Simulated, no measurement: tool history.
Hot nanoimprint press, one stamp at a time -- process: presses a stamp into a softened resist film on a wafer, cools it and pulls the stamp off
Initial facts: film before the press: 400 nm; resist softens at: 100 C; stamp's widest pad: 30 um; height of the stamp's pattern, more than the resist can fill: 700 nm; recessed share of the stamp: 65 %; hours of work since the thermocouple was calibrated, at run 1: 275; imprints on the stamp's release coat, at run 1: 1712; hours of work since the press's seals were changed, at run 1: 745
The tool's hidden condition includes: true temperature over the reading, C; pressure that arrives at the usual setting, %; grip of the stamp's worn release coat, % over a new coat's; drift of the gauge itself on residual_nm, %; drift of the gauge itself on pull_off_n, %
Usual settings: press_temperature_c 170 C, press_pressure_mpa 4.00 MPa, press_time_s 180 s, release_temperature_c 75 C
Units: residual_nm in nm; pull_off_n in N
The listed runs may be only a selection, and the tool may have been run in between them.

run   hour  press_temperature_c  press_pressure_mpa  press_time_s  release_temperature_c  hours of work since the thermocouple was calibrated  imprints on the stamp's release coat  hours of work since the press's seals were changed  residual_nm  pull_off_n
  1    0.0                  170                4.00           180                     75                                                  275                                  1712                                                 745        247.7         276
  2   35.5                  170                4.00           180                     75                                                  292                                  1814                                                 762        247.4         289
  3   70.1                  172                4.00           180                     75                                                  308                                  1913                                                 778        235.6         296
  4   95.6                  170                4.00           180                     75                                                  320                                  1986                                                 789        249.8         295
     132.3  -- stamp cleaned and given a new release coat
  5  141.1                  170                4.00           180                     75                                                  338                                    25                                                 807        249.7         207
  6  158.7                  170                4.00           180                     75                                                  346                                    75                                                 816        248.8         217
  7  195.9                  173                4.00           180                     75                                                  363                                   182                                                 833        232.7         228
  8  218.0                  173                4.00           180                     75                                                  373                                   245                                                 843        232.4         212
  9  261.0                  170                4.00           180                     75                                                  393                                   368                                                 863        249.6         225
 10  296.6                  170                4.00           180                     75                                                  409                                   470                                                 879        254.5         229
     335.6  -- plate thermocouple calibrated
 11  335.8                  170                4.00           180                     75                                                    0                                   574                                                 896        252.1         237
 12  355.5                  170                5.26           180                     75                                                    9                                   630                                                 905        225.6         236
 13  383.8                  170                5.26           180                     75                                                   22                                   711                                                 918        227.7         241
 14  417.7                  166                5.26           180                     79                                                   38                                   808                                                 933        251.7         230
 15  449.8                  176                3.84           201                     70                                                   53                                   900                                                 948        216.4         261
     468.4  -- plate thermocouple calibrated, once more
 16  479.8                  158                3.84           128                     70                                                    5                                   978                                                 961        334.9         266
 17  505.6                  177                3.84           128                     78                                                   17                                  1051                                                 973        230.8         242
 18  526.5                  177                3.84           128                     78                                                   27                                  1111                                                 982        231.6         245
 19  544.3                  177                3.84           128                     78                                                   35                                  1162                                                 990        231.4         252
 20  575.7                  170                2.41           358                     75                                                   49                                  1252                                                1005        253.1         258
 21  596.8                  170                4.00            95                     75                                                   59                                  1312                                                1015        289.3         266
 22  631.9                  170                4.00            95                     75                                                   75                                  1413                                                1031        287.8         270
 23  667.2                  178                2.64           342                     71                                                   92                                  1514                                                1047        201.8         291
 24  710.1                  178                2.64           155                     64                                                  111                                  1637                                                1067        253.8         318
 25  744.2                  178                4.62           139                     64                                                  127                                  1734                                                1083        207.5         322
 26  771.4                  178                4.62           139                     64                                                  140                                  1812                                                1095        208.0         322

Hidden condition of the tool, last listed run before each entry between runs versus first listed run after:
Runs 4 to 5: stamp cleaned and given a new release coat (hour 132.3)
  true temperature over the reading, C: -1.39 -> -1.46; pressure that arrives at the usual setting, %: 93.04 -> 92.89; grip of the stamp's worn release coat, % over a new coat's: 40.5 -> 0.5
  the result without the hidden state subtracted from the measured one, residual_nm: +16.1 -> +16.6 nm; pull_off_n: +89 -> +5 N
Runs 10 to 11: plate thermocouple calibrated (hour 335.6)
  true temperature over the reading, C: -1.73 -> -2.02; pressure that arrives at the usual setting, %: 92.26 -> 92.1; grip of the stamp's worn release coat, % over a new coat's: 9.2 -> 11.3
  the result without the hidden state subtracted from the measured one, residual_nm: +19.2 -> +20.7 nm; pull_off_n: +23 -> +30 N
Runs 15 to 16: plate thermocouple calibrated, once more (hour 468.4)
  true temperature over the reading, C: -2.21 -> -0.32; pressure that arrives at the usual setting, %: 91.63 -> 91.51; grip of the stamp's worn release coat, % over a new coat's: 17.8 -> 19.4
  the result without the hidden state subtracted from the measured one, residual_nm: +20.2 -> +8.2 nm; pull_off_n: +46 -> +44 N

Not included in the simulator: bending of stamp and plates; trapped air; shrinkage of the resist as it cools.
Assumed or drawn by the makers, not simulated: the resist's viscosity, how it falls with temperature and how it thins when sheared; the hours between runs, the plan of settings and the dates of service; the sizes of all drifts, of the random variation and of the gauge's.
